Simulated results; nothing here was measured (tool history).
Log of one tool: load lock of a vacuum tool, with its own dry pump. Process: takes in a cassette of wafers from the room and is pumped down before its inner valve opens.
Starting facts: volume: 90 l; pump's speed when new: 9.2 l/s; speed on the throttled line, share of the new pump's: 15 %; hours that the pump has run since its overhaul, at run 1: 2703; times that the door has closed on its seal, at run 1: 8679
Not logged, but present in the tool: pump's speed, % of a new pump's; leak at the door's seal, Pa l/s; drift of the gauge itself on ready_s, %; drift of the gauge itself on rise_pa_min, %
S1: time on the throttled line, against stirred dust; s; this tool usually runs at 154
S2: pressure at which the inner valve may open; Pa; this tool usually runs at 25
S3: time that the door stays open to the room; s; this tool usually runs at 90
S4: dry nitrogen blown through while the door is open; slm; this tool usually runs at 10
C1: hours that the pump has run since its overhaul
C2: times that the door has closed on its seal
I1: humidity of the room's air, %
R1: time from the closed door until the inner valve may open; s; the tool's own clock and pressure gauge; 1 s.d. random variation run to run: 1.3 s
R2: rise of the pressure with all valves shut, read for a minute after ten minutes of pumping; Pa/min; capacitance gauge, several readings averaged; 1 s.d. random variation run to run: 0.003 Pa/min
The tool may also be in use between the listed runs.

Run 1, hour 0: usual settings; C1 2703; C2 8679; I1 45.6. Result: R1 214.5 s, R2 0.138 Pa/min.
Run 2, hour 287.3: usual settings but S2 31 Pa; C1 2991; C2 9384; I1 46.8. Result: R1 213.6 s, R2 0.154 Pa/min.
Run 3, hour 636.6: usual settings; C1 3340; C2 10242; I1 46.7. Result: R1 215.5 s, R2 0.17 Pa/min.
Run 4, hour 992.2: usual settings; C1 3696; C2 11114; I1 39.6. Result: R1 213.1 s, R2 0.185 Pa/min.
Run 5, hour 1158.5: usual settings but S4 27 slm; C1 3862; C2 11523; I1 42. Result: R1 214.9 s, R2 0.189 Pa/min.
Run 6, hour 1366.4: usual settings but S4 27 slm; C1 4070; C2 12033; I1 45. Result: R1 215.8 s, R2 0.202 Pa/min.
Run 7, hour 1713.8: usual settings but S1 215 s; C1 4417; C2 12886; I1 44.5. Result: R1 267.6 s, R2 0.235 Pa/min.
Run 8, hour 1872.5: usual settings but S1 215 s; C1 4576; C2 13275; I1 45.1. Result: R1 264.8 s, R2 0.243 Pa/min.
Run 9, hour 2143.8: usual settings; C1 4847; C2 13941; I1 43.8. Result: R1 214.7 s, R2 0.259 Pa/min.
Run 10, hour 2462.5: usual settings but S2 28 Pa; C1 5166; C2 14724; I1 49. Result: R1 212.7 s, R2 0.278 Pa/min.
Run 11, hour 2830.2: usual settings but S2 28 Pa; C1 5534; C2 15626; I1 44.2. Result: R1 215.1 s, R2 0.302 Pa/min.
Run 12, hour 3108.9: usual settings but S2 28 Pa; C1 5812; C2 16310; I1 40.6. Result: R1 218.4 s, R2 0.338 Pa/min.
Run 13, hour 3389.2: usual settings but S4 23 slm; C1 6093; C2 16998; I1 43.7. Result: R1 216.2 s, R2 0.339 Pa/min.
Run 14, hour 3561.9: usual settings but S4 23 slm; C1 6265; C2 17422; I1 43.6. Result: R1 219.2 s, R2 0.36 Pa/min.
Run 15, hour 3865.9: usual settings but S4 23 slm; C1 6569; C2 18168; I1 44. Result: R1 215.7 s, R2 0.386 Pa/min.
Run 16, hour 4131.7: usual settings but S3 31 s; C1 6835; C2 18821; I1 47.3. Result: R1 218.5 s, R2 0.412 Pa/min.
Run 17, hour 4388: usual settings; C1 7091; C2 19450; I1 41.8. Result: R1 215 s, R2 0.43 Pa/min.
Run 18, hour 4688.9: usual settings; C1 7392; C2 20189; I1 46. Result: R1 216.5 s, R2 0.449 Pa/min.
Run 19, hour 5058.3: usual settings; C1 7762; C2 21095; I1 45.2. Result: R1 217.7 s, R2 0.493 Pa/min.
Run 20, hour 5277.3: usual settings; C1 7981; C2 21633; I1 50. Result: R1 218.4 s, R2 0.519 Pa/min.
Run 21, hour 5497.9: usual settings but S1 126 s, S2 40 Pa, S3 60 s; C1 8201; C2 22175; I1 41.4. Result: R1 187.9 s, R2 0.517 Pa/min.
Run 22, hour 5784.8: usual settings but S3 67 s, S4 12 slm; C1 8488; C2 22879; I1 48.4. Result: R1 218.8 s, R2 0.556 Pa/min.
Run 23, hour 6106.3: usual settings but S3 67 s, S4 12 slm; C1 8810; C2 23668; I1 44.5. Result: R1 217.8 s, R2 0.582 Pa/min.
Run 24, hour 6448: usual settings but S1 189 s, S2 19 Pa, S3 28 s, S4 14 slm; C1 9151; C2 24507; I1 44.4. Result: R1 250.5 s, R2 0.604 Pa/min.
Run 25, hour 6673.2: usual settings but S3 72 s, S4 16 slm; C1 9377; C2 25060; I1 47.4. Result: R1 218 s, R2 0.649 Pa/min.
Run 26, hour 6916.3: usual settings but S2 21 Pa; C1 9620; C2 25656; I1 44.3. Result: R1 221.6 s, R2 0.667 Pa/min.
Run 27, hour 7206.2: usual settings but S1 157 s, S2 39 Pa, S3 79 s, S4 8 slm; C1 9910; C2 26368; I1 45. Result: R1 215.2 s, R2 0.706 Pa/min.
Run 28, hour 7414.2: usual settings but S1 210 s, S2 39 Pa, S3 79 s, S4 8 slm; C1 10118; C2 26879; I1 45.8. Result: R1 261.2 s, R2 0.718 Pa/min.
Run 29, hour 7581.2: usual settings but S1 210 s, S2 39 Pa, S3 79 s, S4 8 slm; C1 10285; C2 27288; I1 43.1. Result: R1 259.6 s, R2 0.74 Pa/min.
At hour 7614.5: door's seal changed, seat wiped.
Run 30, hour 7886.9: usual settings but S1 210 s, S2 39 Pa, S3 79 s, S4 8 slm; C1 10589; C2 669; I1 39.4. Result: R1 262.3 s, R2 0.032 Pa/min.
Run 31, hour 8098.5: usual settings but S1 101 s, S2 39 Pa, S3 79 s, S4 5 slm; C1 10800; C2 1189; I1 43.8. Result: R1 169.9 s, R2 0.046 Pa/min.
Run 32, hour 8450.1: usual settings but S1 101 s, S2 39 Pa, S3 79 s, S4 5 slm; C1 11152; C2 2052; I1 42.9. Result: R1 168.4 s, R2 0.049 Pa/min.
Run 33, hour 8784.2: usual settings but S3 171 s, S4 6 slm; C1 11486; C2 2872; I1 46.6. Result: R1 219.8 s, R2 0.068 Pa/min.
Run 34, hour 9109.9: usual settings but S1 118 s, S2 45 Pa, S3 239 s, S4 7 slm; C1 11812; C2 3671; I1 46.2. Result: R1 179.8 s, R2 0.076 Pa/min.
Run 35, hour 9407.8: usual settings but S1 118 s, S2 45 Pa, S3 239 s, S4 7 slm; C1 12110; C2 4403; I1 42.6. Result: R1 181.3 s, R2 0.079 Pa/min.
Run 36, hour 9587.4: usual settings but S1 185 s, S2 47 Pa, S4 18 slm; C1 12289; C2 4843; I1 49.3. Result: R1 235.4 s, R2 0.08 Pa/min.
Run 37, hour 9815.9: usual settings but S1 142 s, S2 22 Pa, S4 16 slm; C1 12518; C2 5404; I1 49. Result: R1 212 s, R2 0.085 Pa/min.
Run 38, hour 10080.4: usual settings but S1 268 s, S2 22 Pa, S4 9 slm; C1 12782; C2 6053; I1 45.6. Result: R1 314.8 s, R2 0.097 Pa/min.

Consider 3 possible next runs. They are alternatives, not a sequence: every one starts from the tool as it was left by run 38. What does each give?
Run A, hour 10418.9: usual settings but S1 268 s, S2 22 Pa, S3 93 s, S4 9 slm; C1 13121; C2 6884; I1 45.7. Result: R1 ?, R2 ?.
Run B, hour 10418.9: usual settings but S3 130 s; C1 13121; C2 6884; I1 42.5. Result: R1 ?, R2 ?.
Run C, hour 10418.9: usual settings but S1 93 s, S3 28 s; C1 13121; C2 6884; I1 41.3. Result: R1 ?, R2 ?.

run     R1     R2
  A  315.8  0.112
  B  219.5  0.115
  C    169  0.108
Without the tool's hidden state the same runs would have given:
run     R1     R2
  A  310.3  0.027
  B    212   0.03
  C  160.4  0.024
